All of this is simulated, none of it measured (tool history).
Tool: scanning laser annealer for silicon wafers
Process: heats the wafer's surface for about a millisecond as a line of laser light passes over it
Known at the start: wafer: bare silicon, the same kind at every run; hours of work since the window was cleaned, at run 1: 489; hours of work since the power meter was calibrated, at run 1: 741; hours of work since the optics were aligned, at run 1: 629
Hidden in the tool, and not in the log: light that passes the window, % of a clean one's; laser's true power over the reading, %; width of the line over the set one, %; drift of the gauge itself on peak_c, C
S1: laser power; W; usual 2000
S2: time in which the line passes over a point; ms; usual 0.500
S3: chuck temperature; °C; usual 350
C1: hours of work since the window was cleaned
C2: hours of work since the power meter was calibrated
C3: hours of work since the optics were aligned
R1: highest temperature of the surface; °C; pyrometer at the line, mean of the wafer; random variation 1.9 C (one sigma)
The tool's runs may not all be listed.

Run 1, hour 0.0: usual settings; C1 489; C2 741; C3 629. Result: R1 1134 °C.
Run 2, hour 40.3: usual settings but S2 0.399 ms; C1 509; C2 761; C3 649. Result: R1 1040 °C.
Run 3, hour 83.5: usual settings; C1 531; C2 783; C3 671. Result: R1 1134 °C.
Run 4, hour 120.7: usual settings but S2 0.362 ms; C1 550; C2 802; C3 690. Result: R1 1004 °C.
Run 5, hour 154.3: usual settings but S3 330 °C; C1 567; C2 818; C3 706. Result: R1 1113 °C.
Run 6, hour 179.0: usual settings but S3 330 °C; C1 579; C2 831; C3 719. Result: R1 1107 °C.
Run 7, hour 202.6: usual settings; C1 591; C2 843; C3 731. Result: R1 1130 °C.
Run 8, hour 225.8: usual settings; C1 602; C2 854; C3 742. Result: R1 1130 °C.
Run 9, hour 264.8: usual settings; C1 622; C2 874; C3 762. Result: R1 1124 °C.
Run 10, hour 298.0: usual settings; C1 639; C2 891; C3 779. Result: R1 1125 °C.
Run 11, hour 338.8: usual settings; C1 659; C2 911; C3 799. Result: R1 1121 °C.
Run 12, hour 363.3: usual settings but S2 0.379 ms; C1 672; C2 923; C3 811. Result: R1 1014 °C.
Run 13, hour 401.5: usual settings but S2 0.379 ms; C1 691; C2 943; C3 831. Result: R1 1015 °C.
Run 14, hour 421.7: usual settings but S2 0.379 ms; C1 701; C2 953; C3 841. Result: R1 1010 °C.
Run 15, hour 442.9: usual settings but S2 0.457 ms; C1 712; C2 963; C3 851. Result: R1 1081 °C.
Run 16, hour 486.3: usual settings; C1 733; C2 985; C3 873. Result: R1 1118 °C.
At hour 493.4: laser's power meter calibrated.
Run 17, hour 524.9: usual settings but S1 2072 W; C1 751; C2 16; C3 891. Result: R1 1145 °C.
Run 18, hour 561.1: usual settings but S1 1924 W, S2 0.542 ms; C1 769; C2 34; C3 909. Result: R1 1112 °C.
At hour 597.3: window over the wafer cleaned.
Run 19, hour 597.3: usual settings but S1 1734 W, S2 0.355 ms, S3 316 °C; C1 0; C2 51; C3 926. Result: R1 882 °C.
Run 20, hour 621.0: usual settings but S1 2159 W, S2 0.373 ms; C1 12; C2 63; C3 938. Result: R1 1110 °C.
Run 21, hour 644.3: usual settings but S1 2159 W, S2 0.387 ms, S3 327 °C; C1 24; C2 75; C3 950. Result: R1 1101 °C.
Run 22, hour 682.3: usual settings but S1 1984 W, S2 0.503 ms, S3 373 °C; C1 43; C2 94; C3 969. Result: R1 1180 °C.
Run 23, hour 701.7: usual settings but S1 1984 W, S2 0.503 ms, S3 373 °C; C1 52; C2 104; C3 979. Result: R1 1177 °C.
At hour 723.3: laser's power meter calibrated, once more.
Run 24, hour 743.8: usual settings but S1 1997 W, S2 0.503 ms, S3 373 °C; C1 72; C2 10; C3 999. Result: R1 1195 °C.
Run 25, hour 768.0: usual settings but S1 1940 W, S2 0.605 ms, S3 322 °C; C1 84; C2 22; C3 1011. Result: R1 1203 °C.
Run 26, hour 809.5: usual settings but S1 2017 W, S2 0.382 ms, S3 352 °C; C1 105; C2 43; C3 1032. Result: R1 1067 °C.
Run 27, hour 832.0: usual settings but S1 1732 W, S2 0.557 ms, S3 352 °C; C1 116; C2 55; C3 1043. Result: R1 1085 °C.
Run 28, hour 872.5: usual settings but S1 1732 W, S2 0.557 ms, S3 352 °C; C1 137; C2 75; C3 1063. Result: R1 1082 °C.
Run 29, hour 907.3: usual settings but S1 1732 W, S2 0.426 ms, S3 352 °C; C1 154; C2 92; C3 1081. Result: R1 979 °C.
Run 30, hour 927.4: usual settings but S1 1732 W, S2 0.426 ms, S3 352 °C; C1 164; C2 103; C3 1091. Result: R1 979 °C.
Run 31, hour 957.6: usual settings but S1 2074 W, S3 352 °C; C1 179; C2 118; C3 1106. Result: R1 1199 °C.
Run 32, hour 996.3: usual settings but S1 1987 W, S2 0.588 ms; C1 199; C2 137; C3 1125. Result: R1 1230 °C.

Forecast each of these 3 alternatives for the next run:
Run A, hour 1016.3: usual settings but S1 2179 W, S3 388 °C; C1 209; C2 147; C3 1135. Result: R1 ?.
Run B, hour 1016.3: usual settings but S1 2108 W, S2 0.588 ms, S3 325 °C; C1 209; C2 147; C3 1135. Result: R1 ?.
Run C, hour 1016.3: usual settings but S1 2019 W; C1 209; C2 147; C3 1135. Result: R1 ?.

run    R1
  A  1288
  B  1267
  C  1166
Without the tool's hidden state the same runs would have given:
run    R1
  A  1320
  B  1301
  C  1195
